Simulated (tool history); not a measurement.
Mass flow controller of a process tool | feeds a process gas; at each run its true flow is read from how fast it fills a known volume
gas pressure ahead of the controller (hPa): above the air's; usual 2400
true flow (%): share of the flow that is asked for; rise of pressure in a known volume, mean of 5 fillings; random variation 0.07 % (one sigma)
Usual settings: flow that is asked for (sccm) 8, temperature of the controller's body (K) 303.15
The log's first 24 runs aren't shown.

run     hour  flow that is asked for (sccm)  gas pressure ahead of the controller (hPa)  temperature of the controller's body (K)  hours of work since the controller was set to zero  hours of work since the controller was changed  true flow (%)
 25   7700.4                              8                                        1520                                    301.15                                                1730                                            1730          98.77
 26   7964.1                              7                                        1480                                    303.15                                                1898                                            1898          98.66
 27   8199.1                              7                                        1480                                    303.15                                                2048                                            2048          98.75
 28   8549.3                              6                                        1480                                    298.15                                                2271                                            2271          98.51
 29   8962.8                              6                                        1480                                    298.15                                                2534                                            2534          98.30
 30   9145.6                              6                                        1480                                    298.15                                                2651                                            2651          98.51
 31   9408.7                              8                                        2750                                    301.15                                                2818                                            2818          98.45
 32   9795.3                              6                                        2300                                    310.15                                                3065                                            3065          98.53
 33  10127.2                             11                                        2400                                    305.15                                                3276                                            3276          98.89
 34  10501.7                              3                                        2700                                    304.15                                                3515                                            3515          97.95
 35  10897.0                              3                                        2700                                    304.15                                                3767                                            3767          97.84
 36  11280.2                             13                                        1610                                    313.15                                                4011                                            4011          99.50
 37  11685.6                              3                                        2400                                    307.15                                                4270                                            4270          98.10
 38  12038.8                              3                                        1580                                    307.15                                                4495                                            4495          98.25
 39  12277.6                              4                                        2400                                    304.15                                                4647                                            4647          98.06
 40  12718.1                              4                                        2400                                    304.15                                                4928                                            4928          98.09
 41  12914.6                              2                                        2400                                    307.15                                                5053                                            5053          97.97
 42  13217.6                              2                                        2790                                    296.15                                                5246                                            5246          97.57
 43  13447.2                              2                                        1950                                    312.15                                                5392                                            5392          98.24
     13647.5  -- controller's zero set anew
 44  13763.1                              2                                        1950                                    312.15                                                  74                                            5593          98.21
 45  13970.5                              2                                        1950                                    312.15                                                 206                                            5725          98.05
 46  14267.1                              4                                        2400                                    297.15                                                 395                                            5914          97.88
 47  14611.8                             11                                        1550                                    297.15                                                 615                                            6134          99.03
 48  15012.1                             11                                        1550                                    297.15                                                 870                                            6389          99.04

3 ways to go on from here, each from the tool as it stands after run 48. What would each give?
  A  15291.7                              5                                        1550                                    297.15                                                1048                                            6567              ?
  B  15291.7                              8                                        2580                                    303.15                                                1048                                            6567              ?
  C  15291.7                              8                                        1730                                    312.15                                                1048                                            6567              ?

run  true flow (%)
  A          98.30
  B          98.33
  C          98.96
Without the tool's hidden state the same runs would have given:
run  true flow (%)
  A          98.32
  B          98.35
  C          98.97
